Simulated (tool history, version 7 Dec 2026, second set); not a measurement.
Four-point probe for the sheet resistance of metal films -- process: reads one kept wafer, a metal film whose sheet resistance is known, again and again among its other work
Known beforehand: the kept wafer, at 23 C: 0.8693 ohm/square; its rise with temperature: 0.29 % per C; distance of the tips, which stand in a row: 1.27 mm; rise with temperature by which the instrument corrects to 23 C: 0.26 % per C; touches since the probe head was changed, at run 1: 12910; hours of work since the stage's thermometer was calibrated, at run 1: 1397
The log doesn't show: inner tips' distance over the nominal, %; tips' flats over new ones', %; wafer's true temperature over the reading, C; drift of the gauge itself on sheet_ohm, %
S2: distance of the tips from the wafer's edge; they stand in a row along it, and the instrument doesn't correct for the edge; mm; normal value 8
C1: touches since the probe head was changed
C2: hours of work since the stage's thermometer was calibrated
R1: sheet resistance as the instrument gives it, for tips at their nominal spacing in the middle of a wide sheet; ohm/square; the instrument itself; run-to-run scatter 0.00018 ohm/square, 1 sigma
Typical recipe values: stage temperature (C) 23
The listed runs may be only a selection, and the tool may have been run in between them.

Run 1, hour 0: usual settings; C1 12910; C2 1397. Result: R1 0.880611 ohm/square.
Run 2, hour 13: usual settings but S2 7 mm; C1 13429; C2 1407. Result: R1 0.884336 ohm/square.
Run 3, hour 22.1: usual settings but stage temperature (C) 32, S2 7 mm; C1 13789; C2 1414. Result: R1 0.886432 ohm/square.
Run 4, hour 35.6: usual settings but stage temperature (C) 32, S2 7 mm; C1 14328; C2 1425. Result: R1 0.886834 ohm/square.
Run 5, hour 53.4: usual settings but stage temperature (C) 25; C1 15040; C2 1439. Result: R1 0.881424 ohm/square.
Run 6, hour 68.8: usual settings but S2 24 mm; C1 15653; C2 1451. Result: R1 0.870589 ohm/square.
Run 7, hour 77: usual settings but S2 24 mm; C1 15979; C2 1458. Result: R1 0.870374 ohm/square.
Run 8, hour 94.7: usual settings but S2 24 mm; C1 16683; C2 1472. Result: R1 0.870678 ohm/square.
Run 9, hour 104.5: usual settings but S2 24 mm; C1 17076; C2 1480. Result: R1 0.870609 ohm/square.
Run 10, hour 115.4: usual settings but S2 24 mm; C1 17508; C2 1488. Result: R1 0.870633 ohm/square.
Run 11, hour 132.3: usual settings but S2 24 mm; C1 18183; C2 1502. Result: R1 0.870526 ohm/square.
Run 12, hour 141.8: usual settings but S2 24 mm; C1 18562; C2 1509. Result: R1 0.870319 ohm/square.
Run 13, hour 157.6: usual settings but S2 24 mm; C1 19190; C2 1522. Result: R1 0.870417 ohm/square.
Run 14, hour 171: usual settings but S2 24 mm; C1 19726; C2 1532. Result: R1 0.870476 ohm/square.
Run 15, hour 180.5: usual settings but S2 24 mm; C1 20104; C2 1540. Result: R1 0.87039 ohm/square.
Run 16, hour 191: usual settings but S2 12 mm; C1 20522; C2 1548. Result: R1 0.874648 ohm/square.
Run 17, hour 205.8: usual settings but S2 12 mm; C1 21112; C2 1560. Result: R1 0.874125 ohm/square.
Run 18, hour 218.6: usual settings but stage temperature (C) 24, S2 12 mm; C1 21624; C2 1570. Result: R1 0.87501 ohm/square.
Run 19, hour 234.1: usual settings but stage temperature (C) 29; C1 22239; C2 1582. Result: R1 0.882287 ohm/square.
Run 20, hour 245.3: usual settings but stage temperature (C) 29; C1 22686; C2 1591. Result: R1 0.882394 ohm/square.
Run 21, hour 254.3: usual settings but stage temperature (C) 29; C1 23044; C2 1598. Result: R1 0.882527 ohm/square.
Run 22, hour 268.3: usual settings but stage temperature (C) 29; C1 23603; C2 1609. Result: R1 0.882046 ohm/square.
Run 23, hour 285.8: usual settings but stage temperature (C) 21, S2 4 mm; C1 24300; C2 1623. Result: R1 0.913602 ohm/square.
Run 24, hour 301: usual settings but stage temperature (C) 20, S2 46 mm; C1 24908; C2 1635. Result: R1 0.869002 ohm/square.
Run 25, hour 313.8: usual settings but stage temperature (C) 20, S2 46 mm; C1 25418; C2 1646. Result: R1 0.86917 ohm/square.
Run 26, hour 326.1: usual settings but stage temperature (C) 26, S2 6 mm; C1 25908; C2 1655. Result: R1 0.89053 ohm/square.
Run 27, hour 336.2: usual settings but stage temperature (C) 29, S2 9 mm; C1 26308; C2 1663. Result: R1 0.879911 ohm/square.
Run 28, hour 353.2: usual settings but stage temperature (C) 28, S2 4 mm; C1 26986; C2 1677. Result: R1 0.91546 ohm/square.
Run 29, hour 363.3: usual settings but stage temperature (C) 28, S2 4 mm; C1 27389; C2 1685. Result: R1 0.915101 ohm/square.
Run 30, hour 372.6: usual settings but S2 15 mm; C1 27759; C2 1692. Result: R1 0.87235 ohm/square.
Run 31, hour 388: usual settings but stage temperature (C) 29, S2 47 mm; C1 28374; C2 1704. Result: R1 0.870982 ohm/square.
Run 32, hour 399.3: usual settings but stage temperature (C) 29, S2 47 mm; C1 28826; C2 1713. Result: R1 0.871128 ohm/square.
Run 33, hour 415.8: usual settings but S2 63 mm; C1 29483; C2 1726. Result: R1 0.869601 ohm/square.
Run 34, hour 428: usual settings but stage temperature (C) 26, S2 6 mm; C1 29969; C2 1736. Result: R1 0.890654 ohm/square.
Run 35, hour 439: usual settings but S2 70 mm; C1 30406; C2 1745. Result: R1 0.869696 ohm/square.
Run 36, hour 450: usual settings; C1 30843; C2 1754. Result: R1 0.880904 ohm/square.
Run 37, hour 463: usual settings; C1 31363; C2 1764. Result: R1 0.880761 ohm/square.
Run 38, hour 473.2: usual settings but stage temperature (C) 18, S2 4 mm; C1 31770; C2 1772. Result: R1 0.912574 ohm/square.
Run 39, hour 490.3: usual settings but stage temperature (C) 35, S2 3 mm; C1 32452; C2 1786. Result: R1 0.948381 ohm/square.
Run 40, hour 500.6: usual settings but stage temperature (C) 35, S2 3 mm; C1 32863; C2 1794. Result: R1 0.948177 ohm/square.
Run 41, hour 512.9: usual settings but stage temperature (C) 28, S2 4 mm; C1 33353; C2 1803. Result: R1 0.915519 ohm/square.
Run 42, hour 520.6: usual settings but stage temperature (C) 27, S2 66 mm; C1 33660; C2 1810. Result: R1 0.870518 ohm/square.
Run 43, hour 528.8: usual settings but S2 9 mm; C1 33985; C2 1816. Result: R1 0.878152 ohm/square.
Run 44, hour 545.7: usual settings but S2 9 mm; C1 34659; C2 1829. Result: R1 0.878216 ohm/square.

Alternative continuations, all from the tool just after run 44; predict every row:
Run A, hour 560.3: usual settings but stage temperature (C) 24; C1 35243; C2 1841. Result: R1 ?.
Run B, hour 560.3: usual settings but stage temperature (C) 28, S2 9 mm; C1 35243; C2 1841. Result: R1 ?.
Run C, hour 560.3: usual settings but stage temperature (C) 33; C1 35243; C2 1841. Result: R1 ?.

run        R1
  A  0.881292
  B  0.879859
  C   0.88352
What these runs would have given with no unlogged condition in the tool:
run        R1
  A  0.881341
  B  0.879908
  C  0.883569
